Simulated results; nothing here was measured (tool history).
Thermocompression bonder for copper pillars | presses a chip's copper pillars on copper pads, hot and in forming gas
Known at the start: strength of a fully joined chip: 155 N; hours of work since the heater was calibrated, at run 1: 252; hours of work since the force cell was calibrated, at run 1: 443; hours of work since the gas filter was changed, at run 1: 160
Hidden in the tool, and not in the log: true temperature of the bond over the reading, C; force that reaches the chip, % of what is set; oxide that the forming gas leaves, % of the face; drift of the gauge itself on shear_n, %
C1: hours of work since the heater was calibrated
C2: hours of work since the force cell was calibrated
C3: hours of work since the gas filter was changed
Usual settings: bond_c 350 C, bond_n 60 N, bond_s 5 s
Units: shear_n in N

{"run": 1, "hour": 0.0, "bond_c": 350, "bond_n": 60, "bond_s": 5, "C1": 252, "C2": 443, "C3": 160, "shear_n": 75.9}
{"run": 2, "hour": 9.7, "bond_c": 350, "bond_n": 60, "bond_s": 5, "C1": 256, "C2": 447, "C3": 164, "shear_n": 75.3}
{"hour": 26.5, "done": "forming gas filter changed"}
{"run": 3, "hour": 28.7, "bond_c": 350, "bond_n": 60, "bond_s": 5, "C1": 264, "C2": 454, "C3": 1, "shear_n": 82.3}
{"run": 4, "hour": 43.2, "bond_c": 350, "bond_n": 60, "bond_s": 5, "C1": 270, "C2": 460, "C3": 7, "shear_n": 82.2}
{"run": 5, "hour": 60.5, "bond_c": 350, "bond_n": 60, "bond_s": 5, "C1": 277, "C2": 468, "C3": 14, "shear_n": 81.6}
{"run": 6, "hour": 72.9, "bond_c": 350, "bond_n": 60, "bond_s": 5, "C1": 283, "C2": 473, "C3": 19, "shear_n": 81.5}
{"run": 7, "hour": 90.2, "bond_c": 350, "bond_n": 60, "bond_s": 5, "C1": 290, "C2": 480, "C3": 27, "shear_n": 80}
{"run": 8, "hour": 99.0, "bond_c": 350, "bond_n": 60, "bond_s": 5, "C1": 293, "C2": 484, "C3": 30, "shear_n": 80.6}
{"run": 9, "hour": 112.7, "bond_c": 364, "bond_n": 60, "bond_s": 5, "C1": 299, "C2": 489, "C3": 36, "shear_n": 91.7}
{"run": 10, "hour": 129.6, "bond_c": 364, "bond_n": 60, "bond_s": 5, "C1": 306, "C2": 496, "C3": 43, "shear_n": 88.3}
{"run": 11, "hour": 143.3, "bond_c": 350, "bond_n": 84, "bond_s": 5, "C1": 312, "C2": 502, "C3": 49, "shear_n": 98.5}
{"run": 12, "hour": 161.2, "bond_c": 350, "bond_n": 84, "bond_s": 5, "C1": 319, "C2": 510, "C3": 56, "shear_n": 97.2}
{"run": 13, "hour": 172.6, "bond_c": 350, "bond_n": 60, "bond_s": 5, "C1": 324, "C2": 514, "C3": 61, "shear_n": 79.2}
{"run": 14, "hour": 189.4, "bond_c": 345, "bond_n": 60, "bond_s": 5, "C1": 331, "C2": 521, "C3": 68, "shear_n": 73.9}
{"run": 15, "hour": 200.4, "bond_c": 350, "bond_n": 60, "bond_s": 6, "C1": 336, "C2": 526, "C3": 73, "shear_n": 82.6}
{"hour": 203.7, "done": "heater calibrated with a thermocouple chip"}
{"run": 16, "hour": 216.4, "bond_c": 350, "bond_n": 60, "bond_s": 6, "C1": 5, "C2": 532, "C3": 78, "shear_n": 80.2}
{"run": 17, "hour": 224.2, "bond_c": 350, "bond_n": 60, "bond_s": 6, "C1": 9, "C2": 535, "C3": 82, "shear_n": 82.9}
{"hour": 242.2, "done": "heater calibrated with a thermocouple chip, once more"}
{"run": 18, "hour": 244.0, "bond_c": 350, "bond_n": 60, "bond_s": 6, "C1": 1, "C2": 543, "C3": 89, "shear_n": 86.1}
{"run": 19, "hour": 258.0, "bond_c": 350, "bond_n": 60, "bond_s": 6, "C1": 7, "C2": 548, "C3": 95, "shear_n": 84.3}
{"run": 20, "hour": 267.7, "bond_c": 365, "bond_n": 46, "bond_s": 5, "C1": 11, "C2": 552, "C3": 99, "shear_n": 75.3}
{"run": 21, "hour": 285.5, "bond_c": 334, "bond_n": 46, "bond_s": 5, "C1": 18, "C2": 560, "C3": 106, "shear_n": 54.1}
{"run": 22, "hour": 301.8, "bond_c": 330, "bond_n": 46, "bond_s": 5, "C1": 25, "C2": 567, "C3": 113, "shear_n": 51}
{"run": 23, "hour": 312.6, "bond_c": 374, "bond_n": 40, "bond_s": 7, "C1": 29, "C2": 571, "C3": 118, "shear_n": 80.7}
{"run": 24, "hour": 330.4, "bond_c": 374, "bond_n": 40, "bond_s": 7, "C1": 37, "C2": 579, "C3": 125, "shear_n": 81.6}
{"run": 25, "hour": 344.3, "bond_c": 357, "bond_n": 80, "bond_s": 7, "C1": 43, "C2": 584, "C3": 131, "shear_n": 107}
{"run": 26, "hour": 352.1, "bond_c": 334, "bond_n": 65, "bond_s": 9, "C1": 46, "C2": 588, "C3": 134, "shear_n": 83.5}
{"run": 27, "hour": 365.6, "bond_c": 344, "bond_n": 88, "bond_s": 6, "C1": 51, "C2": 593, "C3": 140, "shear_n": 97.2}
{"run": 28, "hour": 382.7, "bond_c": 360, "bond_n": 70, "bond_s": 6, "C1": 59, "C2": 600, "C3": 147, "shear_n": 95.7}
{"run": 29, "hour": 394.9, "bond_c": 360, "bond_n": 70, "bond_s": 6, "C1": 64, "C2": 605, "C3": 152, "shear_n": 95.6}
{"run": 30, "hour": 403.6, "bond_c": 360, "bond_n": 51, "bond_s": 6, "C1": 67, "C2": 609, "C3": 156, "shear_n": 79.6}
{"run": 31, "hour": 420.1, "bond_c": 350, "bond_n": 60, "bond_s": 10, "C1": 74, "C2": 616, "C3": 162, "shear_n": 94.8}
{"run": 32, "hour": 437.0, "bond_c": 372, "bond_n": 51, "bond_s": 9, "C1": 81, "C2": 623, "C3": 170, "shear_n": 97.6}
{"hour": 440.1, "done": "forming gas filter changed"}
{"run": 33, "hour": 445.5, "bond_c": 372, "bond_n": 51, "bond_s": 9, "C1": 85, "C2": 626, "C3": 2, "shear_n": 105.9}
{"run": 34, "hour": 461.3, "bond_c": 372, "bond_n": 51, "bond_s": 9, "C1": 91, "C2": 633, "C3": 9, "shear_n": 106.9}
{"run": 35, "hour": 476.3, "bond_c": 350, "bond_n": 51, "bond_s": 4, "C1": 97, "C2": 639, "C3": 15, "shear_n": 68}
{"run": 36, "hour": 489.9, "bond_c": 350, "bond_n": 51, "bond_s": 4, "C1": 103, "C2": 645, "C3": 21, "shear_n": 66.1}

5 ways to go on from here, each from the tool as it stands after run 36. What would each give?
{"run": "A", "hour": 498.3, "bond_c": 332, "bond_n": 60, "bond_s": 14, "C1": 107, "C2": 648, "C3": 24, "shear_n": "?"}
{"run": "B", "hour": 498.3, "bond_c": 350, "bond_n": 53, "bond_s": 5, "C1": 107, "C2": 648, "C3": 24, "shear_n": "?"}
{"run": "C", "hour": 498.3, "bond_c": 372, "bond_n": 38, "bond_s": 6, "C1": 107, "C2": 648, "C3": 24, "shear_n": "?"}
{"run": "D", "hour": 498.3, "bond_c": 350, "bond_n": 78, "bond_s": 5, "C1": 107, "C2": 648, "C3": 24, "shear_n": "?"}
{"run": "E", "hour": 498.3, "bond_c": 350, "bond_n": 38, "bond_s": 5, "C1": 107, "C2": 648, "C3": 24, "shear_n": "?"}

run=A shear_n=97.7
run=B shear_n=74.6
run=C shear_n=76.6
run=D shear_n=95.3
run=E shear_n=58.1
Without the tool's hidden state the same runs would have given:
run=A shear_n=102.9
run=B shear_n=79.2
run=C shear_n=81
run=D shear_n=100.3
run=E shear_n=61.9

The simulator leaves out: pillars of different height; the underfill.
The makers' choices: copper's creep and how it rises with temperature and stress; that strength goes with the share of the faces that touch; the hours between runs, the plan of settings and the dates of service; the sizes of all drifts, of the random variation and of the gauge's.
